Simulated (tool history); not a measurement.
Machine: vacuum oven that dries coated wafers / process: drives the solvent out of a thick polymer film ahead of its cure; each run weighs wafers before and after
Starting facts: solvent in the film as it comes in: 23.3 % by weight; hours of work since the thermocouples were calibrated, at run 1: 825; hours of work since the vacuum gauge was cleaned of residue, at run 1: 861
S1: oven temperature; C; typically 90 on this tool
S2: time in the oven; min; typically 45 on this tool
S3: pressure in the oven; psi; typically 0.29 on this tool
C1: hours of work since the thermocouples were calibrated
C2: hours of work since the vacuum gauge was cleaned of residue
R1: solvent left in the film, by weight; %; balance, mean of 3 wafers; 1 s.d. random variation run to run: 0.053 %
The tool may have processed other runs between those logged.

{"run": 1, "hour": 0.0, "S1": 90, "S2": 45, "S3": 0.29, "C1": 825, "C2": 861, "R1": 2.89}
{"run": 2, "hour": 44.3, "S1": 90, "S2": 45, "S3": 0.29, "C1": 848, "C2": 884, "R1": 2.84}
{"run": 3, "hour": 81.0, "S1": 90, "S2": 45, "S3": 0.29, "C1": 867, "C2": 903, "R1": 2.7}
{"run": 4, "hour": 110.6, "S1": 90, "S2": 45, "S3": 0.29, "C1": 882, "C2": 918, "R1": 2.83}
{"run": 5, "hour": 153.9, "S1": 90, "S2": 45, "S3": 0.29, "C1": 904, "C2": 940, "R1": 2.82}
{"run": 6, "hour": 191.8, "S1": 90, "S2": 45, "S3": 0.29, "C1": 924, "C2": 960, "R1": 2.85}
{"run": 7, "hour": 237.6, "S1": 90, "S2": 45, "S3": 0.29, "C1": 948, "C2": 984, "R1": 2.9}
{"run": 8, "hour": 265.1, "S1": 90, "S2": 45, "S3": 0.29, "C1": 962, "C2": 998, "R1": 2.81}
{"run": 9, "hour": 293.1, "S1": 90, "S2": 45, "S3": 0.29, "C1": 976, "C2": 1013, "R1": 2.89}
{"run": 10, "hour": 331.7, "S1": 90, "S2": 45, "S3": 0.29, "C1": 996, "C2": 1033, "R1": 2.87}
{"run": 11, "hour": 362.6, "S1": 90, "S2": 45, "S3": 0.29, "C1": 1012, "C2": 1049, "R1": 2.97}
{"run": 12, "hour": 388.1, "S1": 90, "S2": 45, "S3": 0.29, "C1": 1026, "C2": 1062, "R1": 2.88}
{"run": 13, "hour": 431.6, "S1": 75, "S2": 45, "S3": 0.373, "C1": 1048, "C2": 1084, "R1": 7.7}
{"run": 14, "hour": 462.5, "S1": 91, "S2": 34, "S3": 0.395, "C1": 1064, "C2": 1100, "R1": 4.22}
{"run": 15, "hour": 504.1, "S1": 98, "S2": 38, "S3": 0.29, "C1": 1086, "C2": 1122, "R1": 2.07}
{"run": 16, "hour": 536.1, "S1": 98, "S2": 28, "S3": 0.29, "C1": 1102, "C2": 1138, "R1": 2.86}
{"run": 17, "hour": 573.6, "S1": 98, "S2": 28, "S3": 0.29, "C1": 1122, "C2": 1158, "R1": 2.82}

Forecast run 18:
{"run": 18, "hour": 607.5, "S1": 98, "S2": 28, "S3": 0.29, "C1": 1139, "C2": 1175, "R1": "?"}

{"run 18": {"R1": 2.87}}
Without the tool's hidden state the same run would have given R1 2.6 %.
